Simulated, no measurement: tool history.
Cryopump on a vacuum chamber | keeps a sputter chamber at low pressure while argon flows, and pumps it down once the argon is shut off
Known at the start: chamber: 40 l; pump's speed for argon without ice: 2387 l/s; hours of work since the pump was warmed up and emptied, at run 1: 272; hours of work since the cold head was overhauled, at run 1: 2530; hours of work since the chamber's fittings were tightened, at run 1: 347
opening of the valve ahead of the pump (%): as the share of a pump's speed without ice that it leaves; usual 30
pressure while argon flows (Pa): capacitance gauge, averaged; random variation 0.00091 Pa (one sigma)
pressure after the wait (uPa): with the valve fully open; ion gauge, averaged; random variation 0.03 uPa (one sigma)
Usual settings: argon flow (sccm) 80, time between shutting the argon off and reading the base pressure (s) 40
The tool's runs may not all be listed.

| run | hour | argon flow (sccm) | time between shutting the argon off and reading the base pressure (s) | opening of the valve ahead of the pump (%) | hours of work since the pump was warmed up and emptied | hours of work since the cold head was overhauled | hours of work since the chamber's fittings were tightened | pressure while argon flows (Pa) | pressure after the wait (uPa) |
|---|---|---|---|---|---|---|---|---|---|
| 1 | 0.0 | 80 | 40 | 30 | 272 | 2530 | 347 | 0.1925 | 1.64 |
| 2 | 91.1 | 80 | 200 | 30 | 338 | 2596 | 413 | 0.1926 | 0.50 |
| 3 | 163.8 | 80 | 40 | 41 | 391 | 2649 | 466 | 0.1435 | 1.59 |
| 4 | 217.8 | 80 | 40 | 41 | 430 | 2688 | 506 | 0.1439 | 1.60 |
| 5 | 302.6 | 80 | 40 | 21 | 492 | 2750 | 567 | 0.2772 | 1.59 |
| 6 | 375.8 | 80 | 40 | 21 | 545 | 2803 | 620 | 0.2763 | 1.63 |
| 7 | 459.9 | 80 | 40 | 30 | 606 | 2864 | 682 | 0.1981 | 1.60 |
| 8 | 537.7 | 78 | 37 | 29 | 663 | 2921 | 738 | 0.1976 | 1.73 |
| 9 | 608.5 | 78 | 37 | 29 | 714 | 2972 | 790 | 0.2001 | 1.77 |
|  | 639.8 | pump warmed up, emptied and cooled again |
| 10 | 656.3 | 78 | 37 | 29 | 12 | 3003 | 821 | 0.1918 | 1.78 |
| 11 | 728.6 | 81 | 72 | 31 | 65 | 3056 | 873 | 0.1853 | 1.10 |
| 12 | 791.8 | 80 | 34 | 50 | 110 | 3102 | 919 | 0.1159 | 1.89 |
| 13 | 883.0 | 80 | 34 | 50 | 177 | 3168 | 986 | 0.1164 | 1.91 |
| 14 | 966.6 | 80 | 66 | 50 | 238 | 3229 | 1046 | 0.1157 | 1.17 |

4 ways to go on from here, each from the tool as it stands after run 14. What would each give?
| A | 1046.7 | 60 | 32 | 50 | 296 | 3287 | 1105 | ? | ? |
| B | 1046.7 | 80 | 108 | 41 | 296 | 3287 | 1105 | ? | ? |
| C | 1046.7 | 80 | 122 | 50 | 296 | 3287 | 1105 | ? | ? |
| D | 1046.7 | 127 | 66 | 36 | 296 | 3287 | 1105 | ? | ? |

| run | pressure while argon flows (Pa) | pressure after the wait (uPa) |
|---|---|---|
| A | 0.0865 | 2.03 |
| B | 0.1415 | 0.82 |
| C | 0.1180 | 0.74 |
| D | 0.2545 | 1.16 |
Without the tool's hidden state the same runs would have given:
| run | pressure while argon flows (Pa) | pressure after the wait (uPa) |
|---|---|---|
| A | 0.0836 | 1.82 |
| B | 0.1376 | 0.60 |
| C | 0.1140 | 0.53 |
| D | 0.2482 | 0.94 |

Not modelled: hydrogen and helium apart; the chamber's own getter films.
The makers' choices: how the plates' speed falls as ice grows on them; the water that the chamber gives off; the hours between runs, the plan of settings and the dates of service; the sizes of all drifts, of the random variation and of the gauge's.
